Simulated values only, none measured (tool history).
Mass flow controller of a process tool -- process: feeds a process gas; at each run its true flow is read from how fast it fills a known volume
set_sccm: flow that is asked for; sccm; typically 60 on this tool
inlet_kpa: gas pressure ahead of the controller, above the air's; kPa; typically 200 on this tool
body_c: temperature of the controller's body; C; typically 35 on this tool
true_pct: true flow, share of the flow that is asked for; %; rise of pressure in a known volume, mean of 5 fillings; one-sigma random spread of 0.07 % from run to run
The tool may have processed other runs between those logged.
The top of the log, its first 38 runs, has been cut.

| run | hour | set_sccm | inlet_kpa | body_c | true_pct |
|---|---|---|---|---|---|
| 39 | 14426.7 | 60 | 201 | 22 | 97.30 |
| 40 | 14821.1 | 60 | 159 | 32 | 96.26 |
|  | 15276.0 | gauge calibrated |
| 41 | 15365.9 | 45 | 147 | 24 | 98.11 |
| 42 | 15643.9 | 45 | 147 | 24 | 98.16 |
| 43 | 16012.7 | 46 | 147 | 25 | 97.93 |
| 44 | 16293.0 | 46 | 147 | 25 | 98.03 |
| 45 | 16591.3 | 36 | 147 | 33 | 97.40 |
| 46 | 16954.1 | 53 | 216 | 32 | 97.97 |
| 47 | 17343.1 | 53 | 216 | 32 | 97.79 |

Below are 3 alternative next runs, each starting from the tool's condition after run 47. Predict each:
| A | 17823.8 | 70 | 200 | 35 | ? |
| B | 17823.8 | 53 | 216 | 25 | ? |
| C | 17823.8 | 162 | 250 | 36 | ? |

| run | true_pct |
|---|---|
| A | 97.84 |
| B | 98.36 |
| C | 98.95 |
Take away the tool's hidden state, keep each run's random variation, and the runs would have read:
| run | true_pct |
|---|---|
| A | 98.12 |
| B | 98.64 |
| C | 99.23 |
